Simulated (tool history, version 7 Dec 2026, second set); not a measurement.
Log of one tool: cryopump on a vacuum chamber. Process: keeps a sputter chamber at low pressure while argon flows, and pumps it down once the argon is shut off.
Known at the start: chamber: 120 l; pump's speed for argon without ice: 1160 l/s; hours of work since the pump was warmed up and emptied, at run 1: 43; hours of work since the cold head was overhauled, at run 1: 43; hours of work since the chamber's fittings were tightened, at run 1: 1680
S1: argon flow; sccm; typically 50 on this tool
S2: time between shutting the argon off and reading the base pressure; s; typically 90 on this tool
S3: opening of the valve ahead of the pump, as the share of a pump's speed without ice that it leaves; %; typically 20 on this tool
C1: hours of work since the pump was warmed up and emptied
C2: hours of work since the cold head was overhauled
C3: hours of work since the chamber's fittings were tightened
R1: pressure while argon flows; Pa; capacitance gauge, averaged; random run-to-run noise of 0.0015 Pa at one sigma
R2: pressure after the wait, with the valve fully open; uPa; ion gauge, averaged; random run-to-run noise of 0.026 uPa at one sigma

| run | hour | S1 | S2 | S3 | C1 | C2 | C3 | R1 | R2 |
|---|---|---|---|---|---|---|---|---|---|
| 1 | 0 | 50 | 90 | 20 | 43 | 43 | 1680 | 0.3638 | 1.47 |
| 2 | 23.3 | 50 | 90 | 20 | 63 | 63 | 1700 | 0.3685 | 1.55 |
| 3 | 37.4 | 50 | 90 | 20 | 75 | 75 | 1711 | 0.3685 | 1.5 |
| 4 | 61 | 50 | 90 | 20 | 95 | 95 | 1731 | 0.3694 | 1.54 |
| 5 | 76.2 | 50 | 90 | 20 | 108 | 108 | 1744 | 0.3708 | 1.52 |
| 6 | 94.5 | 50 | 61 | 20 | 123 | 123 | 1760 | 0.3698 | 1.9 |
| 7 | 106 | 50 | 72 | 20 | 133 | 133 | 1770 | 0.3717 | 1.76 |
| 8 | 123.1 | 50 | 72 | 20 | 148 | 148 | 1784 | 0.3725 | 1.85 |
|  | 146.6 | leaking fittings of the chamber tightened, without venting |
| 9 | 146.6 | 50 | 90 | 29 | 166 | 166 | 0 | 0.2573 | 1.14 |
| 10 | 162 | 50 | 90 | 29 | 179 | 179 | 13 | 0.258 | 1.11 |
| 11 | 187.1 | 50 | 90 | 29 | 200 | 200 | 34 | 0.2605 | 1.16 |
| 12 | 200.5 | 82 | 90 | 20 | 212 | 212 | 46 | 0.6125 | 1.19 |
| 13 | 211.8 | 50 | 90 | 20 | 221 | 221 | 55 | 0.377 | 1.17 |
| 14 | 232.7 | 50 | 182 | 20 | 239 | 239 | 73 | 0.3735 | 0.72 |
| 15 | 252.7 | 50 | 182 | 20 | 256 | 256 | 90 | 0.3772 | 0.74 |
| 16 | 277.5 | 50 | 182 | 20 | 277 | 277 | 111 | 0.3753 | 0.76 |
| 17 | 289.3 | 50 | 216 | 20 | 287 | 287 | 121 | 0.3769 | 0.71 |
|  | 311.4 | pump warmed up, emptied and cooled again |
| 18 | 313.7 | 75 | 42 | 34 | 2 | 303 | 137 | 0.3226 | 2.16 |
| 19 | 339.9 | 50 | 260 | 59 | 24 | 325 | 160 | 0.1255 | 0.62 |

The next listed run, before its measurement:
| 20 | 360.1 | 50 | 260 | 59 | 41 | 343 | 177 | ? | ? |

{"run 20": {"R1": 0.126, "R2": 0.63}}
Were there no unlogged condition in the tool, this run, its random variation unchanged, would have produced R1 0.1235 Pa, R2 0.55 uPa.
